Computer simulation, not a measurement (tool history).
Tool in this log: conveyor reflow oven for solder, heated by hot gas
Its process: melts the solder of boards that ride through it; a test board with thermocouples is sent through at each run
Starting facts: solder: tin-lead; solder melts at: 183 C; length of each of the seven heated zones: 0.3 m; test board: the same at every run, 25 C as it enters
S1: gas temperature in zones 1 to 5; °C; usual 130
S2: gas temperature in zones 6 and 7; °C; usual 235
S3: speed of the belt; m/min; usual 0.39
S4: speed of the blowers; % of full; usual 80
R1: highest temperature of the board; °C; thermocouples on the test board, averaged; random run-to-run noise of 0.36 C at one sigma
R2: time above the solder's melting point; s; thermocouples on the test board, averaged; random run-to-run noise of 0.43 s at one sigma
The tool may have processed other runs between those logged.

run,hour,S1,S2,S3,S4,R1,R2
1,0,130,235,0.39,80,213.8,62.6
2,35.3,130,235,0.39,66,210.6,58.1
3,84.6,130,224,0.39,80,204.6,50.7
4,125,130,224,0.39,80,203.9,50.1
5,159.2,130,224,0.39,80,203.7,49.8
6,210.6,130,224,0.39,80,203.4,50.4
7,259.8,130,224,0.39,80,203.1,49.3
# hour 274.6: flux residue cleaned out of gas plates and filters
8,304.1,130,224,0.39,80,206.7,54.8
9,346.2,130,224,0.39,80,206.1,54
# hour 380: belt drive overhauled, speed set with a stopwatch
10,383.9,130,224,0.39,80,205.5,51.2
11,438,130,235,0.39,80,214.1,61.6
12,475.8,130,235,0.39,80,213.5,61.8
13,532.5,130,239,0.39,80,216.1,64
14,584.4,130,239,0.39,80,216.2,64.4
15,625.5,130,239,0.39,64,211.3,58.3
16,678.4,121,243,0.39,71,214,59.1
17,717.5,137,235,0.311,53,214.8,82.2
18,783.4,130,227,0.39,75,204,49.2
19,835.1,118,225,0.325,70,205,57.7
20,903.2,118,225,0.325,70,204.2,56.4
# hour 913.1: flux residue cleaned out of gas plates and filters
21,937.1,141,239,0.321,54,219.6,88.6
22,966.3,141,239,0.321,54,220,88.5
23,1032.3,130,239,0.39,80,217,66.5
24,1096.1,130,225,0.311,80,212.4,79.2
25,1125.2,130,225,0.311,80,211.8,78.9
26,1154.7,119,225,0.311,80,210.1,71.8
27,1192,130,243,0.346,80,223.5,81.6
28,1221.7,130,243,0.346,80,224.6,81.3
29,1265.4,122,231,0.39,73,206.4,50

Here are 3 independent what-if runs from the current tool condition. What would each one return?
A,1326.8,122,246,0.39,73,?,?
B,1326.8,123,235,0.39,61,?,?
C,1326.8,138,239,0.36,80,?,?

run,R1,R2
A,218.4,63
B,206,48.5
C,220.3,79.2
What these runs would have given with no unlogged condition in the tool:
run,R1,R2
A,221.7,65.8
B,209,52.4
C,223.1,81.3
